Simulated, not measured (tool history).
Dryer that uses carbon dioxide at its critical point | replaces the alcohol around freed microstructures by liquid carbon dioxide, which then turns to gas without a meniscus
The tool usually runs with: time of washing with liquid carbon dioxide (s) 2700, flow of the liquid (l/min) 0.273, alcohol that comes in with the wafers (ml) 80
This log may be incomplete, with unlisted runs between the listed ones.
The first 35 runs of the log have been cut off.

run	hour	time of washing with liquid carbon dioxide (s)	flow of the liquid (l/min)	alcohol that comes in with the wafers (ml)	hours of work since the filter was changed	hours of work since the purifier's bed was changed	alcohol left in the vessel before it's heated (ppm by volume)
36	537.6	1680	0.207	32	137	714	1071
37	549.1	2220	0.273	80	145	722	418
38	569.4	1980	0.449	80	158	735	110
39	586.1	1800	0.345	57	169	746	310
40	608.2	2040	0.178	73	184	761	2278
41	624.8	1620	0.348	106	195	772	842
42	638.6	3180	0.348	26	204	781	48
43	659.8	3180	0.348	26	218	795	52
44	670.6	2700	0.412	54	225	802	60
45	682.1	2700	0.412	54	232	809	55
46	692.1	2700	0.444	23	239	816	56
47	709.9	2700	0.444	23	251	828	56

Consider 4 possible next runs. They are alternatives, not a sequence: every one starts from the tool as it was left by run 47. What does each give?
# hour 728.8: inlet filter changed
A	732.7	2700	0.2	23	3	842	?
# hour 728.8: inlet filter changed
B	732.7	2700	0.222	98	3	842	?
# hour 728.8: inlet filter changed
C	732.7	4020	0.167	80	3	842	?
# hour 728.8: inlet filter changed
D	732.7	3240	0.245	37	3	842	?

run	alcohol left in the vessel before it's heated (ppm by volume)
A	186
B	388
C	195
D	69
Stripped of hidden state, with their random variation kept, the same runs would have yielded:
run	alcohol left in the vessel before it's heated (ppm by volume)
A	130
B	318
C	137
D	19
